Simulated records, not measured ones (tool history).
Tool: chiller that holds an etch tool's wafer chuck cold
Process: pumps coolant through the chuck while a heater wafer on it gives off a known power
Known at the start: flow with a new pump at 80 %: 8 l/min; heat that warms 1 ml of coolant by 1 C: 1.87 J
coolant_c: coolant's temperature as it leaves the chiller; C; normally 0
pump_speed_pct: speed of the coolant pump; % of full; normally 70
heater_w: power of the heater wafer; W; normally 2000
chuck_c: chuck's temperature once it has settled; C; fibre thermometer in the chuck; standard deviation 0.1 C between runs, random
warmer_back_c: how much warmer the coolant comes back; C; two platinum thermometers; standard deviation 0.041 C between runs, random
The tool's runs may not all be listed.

run 1 hour=0 | coolant_c=0 pump_speed_pct=70 heater_w=2000 | chuck_c=18.8 warmer_back_c=9.21
run 2 hour=19.9 | coolant_c=-5 pump_speed_pct=70 heater_w=2000 | chuck_c=13.6 warmer_back_c=9.22
run 3 hour=55 | coolant_c=-5 pump_speed_pct=70 heater_w=2000 | chuck_c=13.6 warmer_back_c=9.22
run 4 hour=86.2 | coolant_c=-5 pump_speed_pct=70 heater_w=2000 | chuck_c=13.8 warmer_back_c=9.26
run 5 hour=108.5 | coolant_c=-5 pump_speed_pct=70 heater_w=2000 | chuck_c=13.6 warmer_back_c=9.27
run 6 hour=141 | coolant_c=0 pump_speed_pct=70 heater_w=2756 | chuck_c=25.9 warmer_back_c=12.65
run 7 hour=174.3 | coolant_c=0 pump_speed_pct=70 heater_w=2000 | chuck_c=18.8 warmer_back_c=9.18
run 8 hour=207.1 | coolant_c=4 pump_speed_pct=70 heater_w=2000 | chuck_c=22.5 warmer_back_c=9.25
run 9 hour=223.8 | coolant_c=4 pump_speed_pct=70 heater_w=2000 | chuck_c=22.7 warmer_back_c=9.33
run 10 hour=259 | coolant_c=4 pump_speed_pct=70 heater_w=2000 | chuck_c=22.6 warmer_back_c=9.26
run 11 hour=280 | coolant_c=0 pump_speed_pct=70 heater_w=2000 | chuck_c=18.6 warmer_back_c=9.28
run 12 hour=304.4 | coolant_c=0 pump_speed_pct=70 heater_w=2000 | chuck_c=18.5 warmer_back_c=9.21
run 13 hour=327.1 | coolant_c=0 pump_speed_pct=70 heater_w=2000 | chuck_c=18.4 warmer_back_c=9.21
run 14 hour=354.7 | coolant_c=0 pump_speed_pct=70 heater_w=2000 | chuck_c=18.6 warmer_back_c=9.17
run 15 hour=375.8 | coolant_c=0 pump_speed_pct=70 heater_w=2000 | chuck_c=18.6 warmer_back_c=9.27
-- hour=379.1 chiller's thermometer calibrated
run 16 hour=391.1 | coolant_c=0 pump_speed_pct=70 heater_w=2000 | chuck_c=18.6 warmer_back_c=9.22
run 17 hour=408.4 | coolant_c=0 pump_speed_pct=70 heater_w=2000 | chuck_c=18.6 warmer_back_c=9.2
run 18 hour=440.1 | coolant_c=-1 pump_speed_pct=71 heater_w=2000 | chuck_c=17.4 warmer_back_c=9.12
run 19 hour=458 | coolant_c=-6 pump_speed_pct=70 heater_w=2000 | chuck_c=12.4 warmer_back_c=9.27
run 20 hour=472.6 | coolant_c=-6 pump_speed_pct=70 heater_w=2000 | chuck_c=12.5 warmer_back_c=9.22
run 21 hour=507.4 | coolant_c=-6 pump_speed_pct=70 heater_w=2000 | chuck_c=12.6 warmer_back_c=9.19
run 22 hour=534.5 | coolant_c=-6 pump_speed_pct=70 heater_w=2000 | chuck_c=12.7 warmer_back_c=9.27
run 23 hour=557.1 | coolant_c=-6 pump_speed_pct=70 heater_w=2942 | chuck_c=21.4 warmer_back_c=13.71
run 24 hour=575.4 | coolant_c=0 pump_speed_pct=70 heater_w=1951 | chuck_c=18.3 warmer_back_c=8.97
run 25 hour=609.3 | coolant_c=0 pump_speed_pct=76 heater_w=2000 | chuck_c=17.4 warmer_back_c=8.46
run 26 hour=624 | coolant_c=0 pump_speed_pct=76 heater_w=2000 | chuck_c=17.2 warmer_back_c=8.49
run 27 hour=644.9 | coolant_c=0 pump_speed_pct=63 heater_w=2000 | chuck_c=20.5 warmer_back_c=10.39
run 28 hour=679.7 | coolant_c=-7 pump_speed_pct=63 heater_w=1555 | chuck_c=8.9 warmer_back_c=8.03
run 29 hour=697.6 | coolant_c=-3 pump_speed_pct=78 heater_w=1453 | chuck_c=9.4 warmer_back_c=5.98
run 30 hour=720.9 | coolant_c=3 pump_speed_pct=87 heater_w=2000 | chuck_c=18.4 warmer_back_c=7.29
run 31 hour=741.9 | coolant_c=8 pump_speed_pct=80 heater_w=2876 | chuck_c=31.8 warmer_back_c=11.53

Alternative continuations, all from the tool just after run 31; predict every row:
run A hour=774 | coolant_c=-5 pump_speed_pct=76 heater_w=1979 | chuck_c=? warmer_back_c=?
run B hour=774 | coolant_c=-8 pump_speed_pct=91 heater_w=1697 | chuck_c=? warmer_back_c=?
run C hour=774 | coolant_c=2 pump_speed_pct=60 heater_w=2449 | chuck_c=? warmer_back_c=?

run=A chuck_c=12.1 warmer_back_c=8.31
run=B chuck_c=4.4 warmer_back_c=5.95
run=C chuck_c=28.2 warmer_back_c=13.31
What these runs would have given with no unlogged condition in the tool:
run=A chuck_c=12.1 warmer_back_c=8.31
run=B chuck_c=4.4 warmer_back_c=5.95
run=C chuck_c=28.2 warmer_back_c=13.3

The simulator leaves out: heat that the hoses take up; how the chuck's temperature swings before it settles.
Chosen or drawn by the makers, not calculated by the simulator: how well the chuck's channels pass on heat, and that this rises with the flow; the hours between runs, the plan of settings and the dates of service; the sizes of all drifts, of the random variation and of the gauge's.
